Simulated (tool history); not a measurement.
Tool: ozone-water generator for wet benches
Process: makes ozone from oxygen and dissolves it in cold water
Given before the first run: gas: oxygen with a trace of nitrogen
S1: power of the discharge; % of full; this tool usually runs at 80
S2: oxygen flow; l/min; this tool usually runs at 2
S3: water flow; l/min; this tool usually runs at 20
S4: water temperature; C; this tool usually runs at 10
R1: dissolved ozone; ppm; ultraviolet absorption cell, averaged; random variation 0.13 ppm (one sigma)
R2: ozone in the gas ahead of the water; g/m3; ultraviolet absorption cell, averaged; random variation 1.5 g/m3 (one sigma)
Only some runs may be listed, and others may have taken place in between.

run,hour,S1,S2,S3,S4,R1,R2
1,0,80,2,20,10,13.3,280.2
2,82.5,80,2,20,11,13.4,282.4
3,189.3,80,2,20,11,13,280.5
4,234.5,80,2,20,11,13.3,279.2
5,337,80,2,20,11,13.1,279
6,432,80,2,20,10,13.1,281.1
7,532.2,80,2,20,15,12.7,278.4
8,631.9,80,2,20,15,12.7,276.6
9,721.6,80,2,20,15,12.7,281.1
10,766.6,80,2,20,15,12.7,274.3
11,837.6,42,2,20,7,9.1,194.2
12,919.1,42,1.25,17,7,8.8,236.7
13,1002,70,2.43,20,12,12.7,236.1
14,1087.2,74,2,20,7,12.6,266.1
15,1180.6,74,2,20,7,12.7,265.4
16,1288.1,74,1.53,15,7,14.9,295
# hour 1358: water thermometer calibrated
17,1364.5,80,1.73,27,12,8.7,292.7
18,1420,80,1.73,27,12,8.6,290.2

Forecast each of these 4 alternatives for the next run:
A,1479,80,1.73,13,6,?,?
B,1479,80,3.47,26,12,?,?
C,1479,75,2.66,17,12,?,?
D,1479,61,1.8,16,10,?,?

run,R1,R2
A,19.2,292.4
B,11.9,218.9
C,15.8,237.5
D,13.8,248
What these runs would have given with no unlogged condition in the tool:
run,R1,R2
A,19.7,296.6
B,12.2,222
C,16.2,240.7
D,14.1,251
